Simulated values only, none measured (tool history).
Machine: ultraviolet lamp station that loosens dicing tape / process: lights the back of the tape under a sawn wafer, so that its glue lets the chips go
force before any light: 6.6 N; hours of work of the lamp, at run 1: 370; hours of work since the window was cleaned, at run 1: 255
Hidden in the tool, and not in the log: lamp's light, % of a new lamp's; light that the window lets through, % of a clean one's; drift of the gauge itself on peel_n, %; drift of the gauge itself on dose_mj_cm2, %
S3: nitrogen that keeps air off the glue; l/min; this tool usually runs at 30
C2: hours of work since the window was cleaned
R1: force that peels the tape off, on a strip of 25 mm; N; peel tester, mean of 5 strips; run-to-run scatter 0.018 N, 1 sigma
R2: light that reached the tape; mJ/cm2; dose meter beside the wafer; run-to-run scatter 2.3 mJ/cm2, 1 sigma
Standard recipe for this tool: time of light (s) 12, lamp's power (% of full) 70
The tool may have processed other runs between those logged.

Run 1, hour 0.0: usual settings; hours of work of the lamp 370; C2 255. Result: R1 1.095 N, R2 209 mJ/cm2.
Run 2, hour 16.4: usual settings; hours of work of the lamp 377; C2 262. Result: R1 1.149 N, R2 211 mJ/cm2.
Run 3, hour 47.5: usual settings but lamp's power (% of full) 67; hours of work of the lamp 392; C2 277. Result: R1 1.209 N, R2 199 mJ/cm2.
Run 4, hour 66.2: usual settings but S3 14 l/min; hours of work of the lamp 400; C2 285. Result: R1 1.755 N, R2 208 mJ/cm2.
Run 5, hour 83.7: usual settings but S3 12 l/min; hours of work of the lamp 408; C2 293. Result: R1 1.975 N, R2 206 mJ/cm2.
Run 6, hour 112.6: usual settings but S3 21 l/min; hours of work of the lamp 421; C2 306. Result: R1 1.421 N, R2 207 mJ/cm2.
Run 7, hour 132.7: usual settings but lamp's power (% of full) 99, S3 21 l/min; hours of work of the lamp 430; C2 315. Result: R1 0.815 N, R2 291 mJ/cm2.
Run 8, hour 154.1: usual settings; hours of work of the lamp 440; C2 325. Result: R1 1.212 N, R2 209 mJ/cm2.
Run 9, hour 174.3: usual settings; hours of work of the lamp 449; C2 334. Result: R1 1.163 N, R2 203 mJ/cm2.
Run 10, hour 198.1: usual settings but time of light (s) 7; hours of work of the lamp 460; C2 345. Result: R1 2.394 N, R2 116 mJ/cm2.
Run 11, hour 228.2: usual settings but time of light (s) 7; hours of work of the lamp 474; C2 359. Result: R1 2.371 N, R2 121 mJ/cm2.
Run 12, hour 267.2: usual settings but time of light (s) 7; hours of work of the lamp 491; C2 376. Result: R1 2.481 N, R2 117 mJ/cm2.
Run 13, hour 301.5: usual settings; hours of work of the lamp 507; C2 392. Result: R1 1.211 N, R2 198 mJ/cm2.
Run 14, hour 325.5: usual settings; hours of work of the lamp 518; C2 403. Result: R1 1.222 N, R2 201 mJ/cm2.
Run 15, hour 350.2: usual settings but lamp's power (% of full) 75; hours of work of the lamp 529; C2 414. Result: R1 1.125 N, R2 207 mJ/cm2.
Run 16, hour 366.1: usual settings; hours of work of the lamp 536; C2 421. Result: R1 1.254 N, R2 200 mJ/cm2.
Run 17, hour 387.4: usual settings but lamp's power (% of full) 79; hours of work of the lamp 546; C2 431. Result: R1 1.051 N, R2 219 mJ/cm2.
Run 18, hour 426.3: usual settings but lamp's power (% of full) 79, S3 11 l/min; hours of work of the lamp 564; C2 449. Result: R1 1.895 N, R2 218 mJ/cm2.
Run 19, hour 455.7: usual settings but lamp's power (% of full) 94, S3 11 l/min; hours of work of the lamp 577; C2 462. Result: R1 1.532 N, R2 259 mJ/cm2.
Run 20, hour 473.9: usual settings but lamp's power (% of full) 94, S3 11 l/min; hours of work of the lamp 585; C2 470. Result: R1 1.532 N, R2 263 mJ/cm2.
Run 21, hour 513.0: usual settings but time of light (s) 15; hours of work of the lamp 603; C2 488. Result: R1 0.914 N, R2 237 mJ/cm2.
Run 22, hour 535.1: usual settings but time of light (s) 15; hours of work of the lamp 613; C2 498. Result: R1 0.920 N, R2 241 mJ/cm2.
Run 23, hour 571.8: usual settings but time of light (s) 16, lamp's power (% of full) 72, S3 10 l/min; hours of work of the lamp 630; C2 515. Result: R1 1.616 N, R2 256 mJ/cm2.
Run 24, hour 610.4: usual settings but time of light (s) 17, lamp's power (% of full) 72, S3 10 l/min; hours of work of the lamp 647; C2 532. Result: R1 1.479 N, R2 272 mJ/cm2.
Run 25, hour 648.3: usual settings but time of light (s) 9, lamp's power (% of full) 72, S3 36 l/min; hours of work of the lamp 665; C2 550. Result: R1 1.732 N, R2 147 mJ/cm2.
Run 26, hour 685.2: usual settings but time of light (s) 9, lamp's power (% of full) 72, S3 36 l/min; hours of work of the lamp 681; C2 566. Result: R1 1.827 N, R2 142 mJ/cm2.
Run 27, hour 713.8: usual settings but time of light (s) 9, lamp's power (% of full) 72, S3 36 l/min; hours of work of the lamp 694; C2 579. Result: R1 1.825 N, R2 143 mJ/cm2.
Run 28, hour 745.0: usual settings but time of light (s) 10, S3 11 l/min; hours of work of the lamp 709; C2 594. Result: R1 2.834 N, R2 153 mJ/cm2.
Run 29, hour 777.9: usual settings but time of light (s) 15, S3 27 l/min; hours of work of the lamp 723; C2 608. Result: R1 1.108 N, R2 228 mJ/cm2.
At hour 798.7: window cleaned of glue's vapour.
Run 30, hour 799.7: usual settings but time of light (s) 23, lamp's power (% of full) 86, S3 47 l/min; hours of work of the lamp 733; C2 0. Result: R1 0.219 N, R2 450 mJ/cm2.
Run 31, hour 828.8: usual settings but time of light (s) 16, lamp's power (% of full) 90; hours of work of the lamp 746; C2 14. Result: R1 0.504 N, R2 324 mJ/cm2.
Run 32, hour 864.8: usual settings but time of light (s) 16, lamp's power (% of full) 98, S3 26 l/min; hours of work of the lamp 763; C2 30. Result: R1 0.477 N, R2 348 mJ/cm2.
Run 33, hour 903.5: usual settings but time of light (s) 10, lamp's power (% of full) 63, S3 26 l/min; hours of work of the lamp 780; C2 48. Result: R1 2.172 N, R2 140 mJ/cm2.
Run 34, hour 929.4: usual settings but time of light (s) 10, lamp's power (% of full) 63, S3 26 l/min; hours of work of the lamp 792; C2 59. Result: R1 2.202 N, R2 136 mJ/cm2.
Run 35, hour 967.5: usual settings but time of light (s) 10, lamp's power (% of full) 63, S3 26 l/min; hours of work of the lamp 809; C2 77. Result: R1 2.179 N, R2 136 mJ/cm2.
Run 36, hour 1003.3: usual settings but time of light (s) 10, lamp's power (% of full) 63, S3 26 l/min; hours of work of the lamp 826; C2 93. Result: R1 2.145 N, R2 136 mJ/cm2.
Run 37, hour 1023.2: usual settings but S3 22 l/min; hours of work of the lamp 835; C2 102. Result: R1 1.624 N, R2 183 mJ/cm2.
Run 38, hour 1047.0: usual settings but lamp's power (% of full) 79, S3 51 l/min; hours of work of the lamp 846; C2 113. Result: R1 0.858 N, R2 202 mJ/cm2.
Run 39, hour 1083.6: usual settings but time of light (s) 7, lamp's power (% of full) 85, S3 19 l/min; hours of work of the lamp 862; C2 129. Result: R1 2.664 N, R2 127 mJ/cm2.
Run 40, hour 1107.2: usual settings but time of light (s) 7, lamp's power (% of full) 85, S3 19 l/min; hours of work of the lamp 873; C2 140. Result: R1 2.623 N, R2 126 mJ/cm2.
Run 41, hour 1146.4: usual settings but time of light (s) 8, lamp's power (% of full) 65, S3 19 l/min; hours of work of the lamp 891; C2 158. Result: R1 2.893 N, R2 109 mJ/cm2.
Run 42, hour 1180.5: usual settings but time of light (s) 8, lamp's power (% of full) 65, S3 19 l/min; hours of work of the lamp 906; C2 173. Result: R1 3.001 N, R2 104 mJ/cm2.
Run 43, hour 1211.6: usual settings but lamp's power (% of full) 90, S3 11 l/min; hours of work of the lamp 920; C2 188. Result: R1 1.918 N, R2 224 mJ/cm2.
Run 44, hour 1234.0: usual settings but time of light (s) 7; hours of work of the lamp 931; C2 198. Result: R1 2.744 N, R2 100 mJ/cm2.

Below are 3 alternative next runs, each starting from the tool's condition after run 44. Predict each:
Run A, hour 1266.7: usual settings but time of light (s) 9, S3 57 l/min; hours of work of the lamp 945; C2 213. Result: R1 ?, R2 ?.
Run B, hour 1266.7: usual settings but time of light (s) 19, lamp's power (% of full) 87, S3 16 l/min; hours of work of the lamp 945; C2 213. Result: R1 ?, R2 ?.
Run C, hour 1266.7: usual settings but time of light (s) 11, S3 9 l/min; hours of work of the lamp 945; C2 213. Result: R1 ?, R2 ?.

run     R1   R2
  A  1.707  125
  B  0.718  338
  C  2.797  158
Stripped of hidden state, with their random variation kept, the same runs would have yielded:
run     R1   R2
  A  1.025  178
  B  0.364  476
  C  2.004  222
